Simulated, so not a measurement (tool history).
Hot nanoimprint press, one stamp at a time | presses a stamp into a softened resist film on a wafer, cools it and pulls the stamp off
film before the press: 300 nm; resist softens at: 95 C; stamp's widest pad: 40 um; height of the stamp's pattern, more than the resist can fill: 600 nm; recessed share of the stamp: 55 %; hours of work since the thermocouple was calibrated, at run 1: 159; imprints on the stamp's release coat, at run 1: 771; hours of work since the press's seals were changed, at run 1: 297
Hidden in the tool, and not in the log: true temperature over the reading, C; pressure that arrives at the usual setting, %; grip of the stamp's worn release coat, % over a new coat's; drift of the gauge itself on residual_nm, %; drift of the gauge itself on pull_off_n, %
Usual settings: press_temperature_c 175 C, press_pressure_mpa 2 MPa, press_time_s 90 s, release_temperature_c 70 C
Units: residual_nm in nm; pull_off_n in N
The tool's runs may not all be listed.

| run | hour | press_temperature_c | press_pressure_mpa | press_time_s | release_temperature_c | hours of work since the thermocouple was calibrated | imprints on the stamp's release coat | hours of work since the press's seals were changed | residual_nm | pull_off_n |
|---|---|---|---|---|---|---|---|---|---|---|
| 1 | 0 | 175 | 2 | 90 | 70 | 159 | 771 | 297 | 154.4 | 201 |
| 2 | 19.4 | 175 | 1.9 | 90 | 70 | 172 | 834 | 310 | 157.1 | 196 |
| 3 | 43.8 | 175 | 2 | 90 | 70 | 188 | 914 | 327 | 153.8 | 197 |
| 4 | 55.3 | 175 | 2 | 90 | 70 | 196 | 952 | 334 | 154.4 | 192 |
| 5 | 77.4 | 175 | 2.66 | 90 | 70 | 211 | 1025 | 349 | 138.2 | 197 |
| 6 | 96.2 | 175 | 2 | 90 | 70 | 224 | 1086 | 362 | 154.6 | 200 |
| 7 | 124.1 | 175 | 2 | 90 | 70 | 243 | 1178 | 381 | 155.1 | 205 |
| 8 | 138 | 175 | 2 | 90 | 70 | 252 | 1223 | 390 | 155 | 193 |
| 9 | 152.4 | 169 | 2 | 90 | 70 | 262 | 1271 | 400 | 198.8 | 199 |
| 10 | 165.2 | 169 | 2 | 90 | 70 | 270 | 1313 | 409 | 197.7 | 193 |
| 11 | 179.3 | 175 | 2 | 90 | 68 | 280 | 1359 | 418 | 154.6 | 209 |
| 12 | 200.5 | 175 | 2 | 90 | 68 | 294 | 1428 | 432 | 153.6 | 202 |
| 13 | 218.7 | 175 | 2 | 90 | 68 | 307 | 1488 | 445 | 153.6 | 196 |
| 14 | 239 | 175 | 2 | 90 | 68 | 320 | 1555 | 458 | 154.1 | 196 |
| 15 | 267 | 175 | 2 | 90 | 68 | 339 | 1647 | 477 | 154.2 | 208 |
|  | 282.3 | plate thermocouple calibrated |
|  | 296.1 | stamp cleaned and given a new release coat |
| 16 | 303.9 | 175 | 2 | 90 | 68 | 11 | 25 | 496 | 154.5 | 190 |
| 17 | 315.8 | 173 | 2.1 | 59 | 60 | 19 | 64 | 504 | 191 | 206 |
| 18 | 339.4 | 172 | 2.35 | 59 | 60 | 35 | 142 | 520 | 191.2 | 205 |
| 19 | 363.1 | 166 | 2.35 | 87 | 60 | 51 | 220 | 536 | 213.1 | 208 |
| 20 | 382.9 | 180 | 2 | 90 | 61 | 64 | 284 | 550 | 122.8 | 210 |
| 21 | 405.4 | 180 | 2 | 90 | 61 | 79 | 358 | 565 | 122.9 | 203 |
|  | 424.3 | press's hydraulic seals changed and the load cell set to zero |
| 22 | 437.5 | 180 | 2 | 90 | 61 | 95 | 437 | 9 | 122.4 | 201 |
| 23 | 460.5 | 180 | 2 | 90 | 61 | 111 | 513 | 25 | 122.6 | 209 |
| 24 | 476.3 | 174 | 1.85 | 90 | 61 | 122 | 565 | 35 | 166.2 | 209 |
| 25 | 490.4 | 174 | 1.95 | 90 | 75 | 131 | 611 | 45 | 162.6 | 190 |
| 26 | 513.4 | 174 | 1.95 | 90 | 75 | 147 | 686 | 60 | 163 | 189 |
| 27 | 540.1 | 183 | 2.46 | 106 | 70 | 165 | 774 | 78 | 90.4 | 193 |
| 28 | 559.3 | 164 | 2 | 90 | 61 | 178 | 837 | 91 | 235 | 209 |
| 29 | 584.6 | 165 | 2.06 | 56 | 71 | 195 | 920 | 108 | 246.4 | 195 |

4 ways to go on from here, each from the tool as it stands after run 29. What would each give?
| A | 600.5 | 169 | 2.06 | 56 | 66 | 206 | 972 | 119 | ? | ? |
| B | 600.5 | 175 | 1.42 | 59 | 73 | 206 | 972 | 119 | ? | ? |
| C | 600.5 | 165 | 1.9 | 56 | 59 | 206 | 972 | 119 | ? | ? |
| D | 600.5 | 175 | 1.34 | 90 | 70 | 206 | 972 | 119 | ? | ? |

| run | residual_nm | pull_off_n |
|---|---|---|
| A | 220.8 | 204 |
| B | 198.2 | 193 |
| C | 249.9 | 211 |
| D | 177.7 | 202 |
Without the tool's hidden state the same runs would have given:
| run | residual_nm | pull_off_n |
|---|---|---|
| A | 220.9 | 203 |
| B | 198.2 | 192 |
| C | 249.9 | 210 |
| D | 177.7 | 201 |

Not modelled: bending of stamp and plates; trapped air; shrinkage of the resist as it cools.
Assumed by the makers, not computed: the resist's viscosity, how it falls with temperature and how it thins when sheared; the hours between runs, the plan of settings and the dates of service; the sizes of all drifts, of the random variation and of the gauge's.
